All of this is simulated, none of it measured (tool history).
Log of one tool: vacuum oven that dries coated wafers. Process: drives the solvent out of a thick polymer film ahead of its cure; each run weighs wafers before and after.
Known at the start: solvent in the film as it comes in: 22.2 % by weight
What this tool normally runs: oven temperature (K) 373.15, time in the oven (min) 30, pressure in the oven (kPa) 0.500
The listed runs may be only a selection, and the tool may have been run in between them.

run   hour  oven temperature (K)  time in the oven (min)  pressure in the oven (kPa)  solvent left in the film (%)
  1    0.0                373.15                      30                       0.500                          2.61
  2   41.4                373.15                      19                       0.500                          5.20
  3   91.6                373.15                      30                       0.500                          2.63
  4  129.5                373.15                      30                       0.307                          2.53
  5  176.1                373.15                      30                       0.500                          2.63
     208.9  -- oven's thermocouples calibrated
  6  235.2                365.15                      30                       0.500                          6.46
  7  263.8                365.15                      30                       0.500                          6.36
  8  289.2                373.15                      30                       0.500                          2.90
  9  338.8                373.15                      30                       0.500                          2.91
 10  367.9                373.15                      30                       0.500                          2.97
 11  423.2                373.15                      30                       0.500                          2.88
 12  475.1                373.15                      30                       0.500                          2.94
 13  509.7                373.15                      30                       0.259                          2.84
 14  558.5                373.15                      30                       0.500                          2.84
 15  583.7                373.15                      51                       0.500                          0.94
 16  628.2                373.15                      21                       0.500                          4.95
 17  675.0                373.15                      21                       0.500                          4.92
 18  725.6                373.15                      21                       0.500                          4.91
 19  758.1                373.15                      21                       0.500                          4.96
 20  815.1                373.15                      21                       0.500                          4.90
 21  839.0                373.15                      21                       0.500                          4.87
 22  866.0                387.15                      21                       0.500                          0.70
 23  910.6                373.15                      30                       0.779                          2.97

For run 24, what comes out?
 24  959.4                373.15                      30                       0.500                             ?

{"run 24": {"solvent left in the film (%)": 2.85}}
Had the tool carried no hidden state, the very same run would have given solvent left in the film (%) 3.00.
